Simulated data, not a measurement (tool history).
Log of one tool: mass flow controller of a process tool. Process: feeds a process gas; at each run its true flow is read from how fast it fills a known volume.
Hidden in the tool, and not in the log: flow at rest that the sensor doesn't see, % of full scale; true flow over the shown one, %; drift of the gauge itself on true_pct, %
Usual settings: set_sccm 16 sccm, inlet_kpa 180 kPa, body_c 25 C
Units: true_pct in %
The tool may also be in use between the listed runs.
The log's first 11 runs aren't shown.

run,hour,set_sccm,inlet_kpa,body_c,hours of work since the controller was set to zero,hours of work since the controller was changed,true_pct
12,1492.4,5,180,25,2067,2067,98.8
13,1667.9,5,180,25,2176,2176,98.8
14,1783.1,5,180,25,2247,2247,99.01
15,1875.6,16,180,23,2305,2305,99.77
16,2031.9,16,180,23,2402,2402,99.75
17,2148.7,16,180,23,2475,2475,99.67
18,2312.6,16,166,22,2577,2577,99.71
19,2420.7,16,180,37,2644,2644,100.19
20,2602.6,16,180,37,2757,2757,100.25
21,2702.8,16,180,37,2820,2820,100.28
22,2810,4,182,25,2887,2887,98.88
23,2981.7,2,180,21,2993,2993,98.53
24,3089.5,16,256,22,3061,3061,99.28
25,3176.9,16,256,22,3115,3115,99.31
26,3342.6,4,166,36,3218,3218,99.44
27,3517.5,4,166,36,3327,3327,99.4
28,3652.4,4,167,36,3411,3411,99.48
29,3790.9,3,167,36,3497,3497,99.33
30,3945.7,11,255,24,3593,3593,99.18
31,4109,8,263,24,3695,3695,98.98
32,4293.3,8,263,24,3810,3810,98.78
33,4455.4,8,263,24,3911,3911,98.86
34,4567,10,180,34,3980,3980,99.66

Forecast each of these 3 alternatives for the next run:
A,4655.9,19,186,31,4035,4035,?
B,4655.9,10,180,23,4035,4035,?
C,4655.9,5,259,33,4035,4035,?

run,true_pct
A,100.31
B,99.3
C,99.14
Without the tool's hidden state the same runs would have given:
run,true_pct
A,100.32
B,99.32
C,99.17

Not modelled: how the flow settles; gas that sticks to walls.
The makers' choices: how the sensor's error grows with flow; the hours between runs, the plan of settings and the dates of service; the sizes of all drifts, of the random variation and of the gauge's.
